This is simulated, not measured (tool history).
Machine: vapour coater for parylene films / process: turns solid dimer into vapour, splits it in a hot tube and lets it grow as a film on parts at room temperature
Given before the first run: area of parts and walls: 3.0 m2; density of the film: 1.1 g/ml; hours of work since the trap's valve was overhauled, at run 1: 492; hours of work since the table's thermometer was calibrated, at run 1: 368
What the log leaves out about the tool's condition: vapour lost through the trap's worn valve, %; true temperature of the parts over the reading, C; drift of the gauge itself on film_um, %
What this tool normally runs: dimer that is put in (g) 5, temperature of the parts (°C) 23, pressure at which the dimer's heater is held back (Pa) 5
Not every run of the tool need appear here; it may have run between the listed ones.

run   hour  dimer that is put in (g)  temperature of the parts (°C)  pressure at which the dimer's heater is held back (Pa)  hours of work since the trap's valve was overhauled  hours of work since the table's thermometer was calibrated  thickness of the film (nm)
  1      0                         5                             23                                                       5                                                  492                                                         368                         715
  2   13.4                         5                             23                                                     3.8                                                  500                                                         377                         719
  3   21.9                         5                             23                                                     3.8                                                  505                                                         382                         725
  4   34.5                         5                             23                                                     3.8                                                  513                                                         390                         735
  5   45.9                         7                             23                                                       5                                                  520                                                         397                         986
  6   58.9                         5                             23                                                       5                                                  528                                                         405                         700
  7   72.6                         4                             23                                                       5                                                  537                                                         414                         564
  8   83.7                         4                             23                                                       5                                                  544                                                         421                         554
      93.9  -- trap's valve overhauled
  9   95.2                         5                             23                                                     5.2                                                    1                                                         426                         678
 10  107.1                         5                             23                                                       5                                                    8                                                         433                         664
 11  123.1                         5                             23                                                       5                                                   18                                                         443                         679
 12  132.7                         5                             23                                                       5                                                   24                                                         449                         677
 13  143.7                         5                             23                                                       5                                                   31                                                         456                         671
 14  152.8                         5                             23                                                       5                                                   37                                                         462                         665
     160.8  -- trap's valve overhauled, once more
 15  164.4                         5                             23                                                       5                                                    2                                                         466                         818
 16  175.4                         5                             23                                                       5                                                    9                                                         473                         818
 17  186.6                         9                             23                                                       5                                                   16                                                         480                        1456
 18  196.8                         9                             23                                                       5                                                   23                                                         487                        1471
 19  205.3                         2                             19                                                    9.77                                                   28                                                         492                         359
 20  220.9                         5                             27                                                    3.84                                                   38                                                         502                         707
 21  235.2                         5                             17                                                    3.84                                                   47                                                         511                        1069
 22  242.2                         5                             17                                                    3.84                                                   51                                                         515                        1075
 23    256                         5                             17                                                    3.84                                                   60                                                         524                        1070
 24  267.2                         5                             28                                                    5.19                                                   67                                                         531                         643
 25  281.5                         5                             28                                                    5.19                                                   76                                                         540                         656
 26  290.7                         5                             35                                                       5                                                   81                                                         546                         472
 27  303.3                         5                             35                                                       5                                                   89                                                         554                         470
 28  313.7                         5                             35                                                       5                                                   96                                                         560                         470
 29  328.9                         6                             23                                                     6.5                                                  105                                                         570                         929
 30  339.3                         6                             23                                                     6.5                                                  112                                                         576                         926
 31  355.2                         5                             23                                                    2.12                                                  122                                                         586                         845
 32  368.3                         4                             26                                                    6.56                                                  130                                                         594                         543
 33  384.1                         4                             27                                                    6.56                                                  140                                                         604                         508
 34  395.3                         4                             27                                                    6.56                                                  147                                                         611                         513

Below are 5 alternative next runs, each starting from the tool's condition after run 34. Predict each:
  A  405.9                         3                             27                                                    2.49                                                  154                                                         618                           ?
  B  405.9                         5                             23                                                    5.22                                                  154                                                         618                           ?
  C  405.9                         6                             23                                                       5                                                  154                                                         618                           ?
  D  405.9                         3                             17                                                    7.97                                                  154                                                         618                           ?
  E  405.9                         6                             33                                                    2.72                                                  154                                                         618                           ?

run  thickness of the film (nm)
  A                         416
  B                         771
  C                         944
  D                         596
  E                         642
Stripped of hidden state, with their random variation kept, the same runs would have yielded:
run  thickness of the film (nm)
  A                         431
  B                         799
  C                         978
  D                         617
  E                         665

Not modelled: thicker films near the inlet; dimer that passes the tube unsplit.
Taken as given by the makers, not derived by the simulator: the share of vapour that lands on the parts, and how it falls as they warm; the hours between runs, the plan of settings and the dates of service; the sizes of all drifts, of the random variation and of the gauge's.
